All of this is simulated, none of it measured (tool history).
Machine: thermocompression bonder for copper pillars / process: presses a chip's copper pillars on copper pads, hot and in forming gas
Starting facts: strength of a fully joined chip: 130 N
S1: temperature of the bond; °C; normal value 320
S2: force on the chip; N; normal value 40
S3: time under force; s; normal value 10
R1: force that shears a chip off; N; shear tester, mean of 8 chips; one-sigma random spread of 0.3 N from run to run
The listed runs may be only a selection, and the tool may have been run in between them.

run	hour	S1	S2	S3	R1
1	0.0	320	40	10	49.9
2	44.5	320	40	10	50.7
3	99.0	320	40	10	50.3
4	156.5	320	40	10	50.2
5	212.9	320	40	28	72.7
6	265.6	320	40	28	72.6
7	294.2	320	28	28	53.4
8	322.1	320	28	28	53.2
9	388.5	320	28	28	53.6
10	416.9	320	28	28	53.6
11	455.6	320	28	28	53.3
12	518.1	320	28	28	53.2
13	578.0	320	59	28	94.8
14	623.2	320	40	10	50.5
15	673.6	320	40	10	50.0
16	707.5	320	40	10	50.5
17	741.0	320	40	10	50.1
18	793.0	320	40	10	50.1
19	836.4	320	40	8	45.7
# hour 852.5: forming gas filter changed
20	887.3	320	40	8	46.3
21	929.6	320	40	8	46.4
22	978.7	302	37	8	35.5
23	1008.3	336	56	10	76.3
24	1036.5	328	56	12	76.9
25	1083.8	316	56	7	57.8
26	1119.6	320	41	17	62.9
27	1159.2	325	25	10	32.5
28	1215.8	325	25	10	33.2
29	1253.9	325	25	7	28.0
30	1299.9	325	56	7	62.8
31	1331.0	320	60	7	63.1
32	1386.2	318	60	8	65.0
33	1428.1	340	60	8	77.0
34	1482.9	320	24	10	29.8
35	1512.8	320	31	10	38.8
36	1579.1	327	31	10	41.9
37	1644.0	327	31	10	41.9
38	1679.3	346	57	22	100.5
39	1714.4	302	40	10	41.5
40	1756.9	320	40	11	52.0
# hour 1797.1: forming gas filter changed
41	1816.4	320	40	11	52.0

Branching from run 41: 3 alternative next runs. What would each branch give?
A	1865.7	293	31	18	?
B	1865.7	320	44	10	?
C	1865.7	329	50	9	?

run	R1
A	37.4
B	55.3
C	64.4
Without the tool's unlogged condition, the same runs would have read:
run	R1
A	37.4
B	55.4
C	64.5
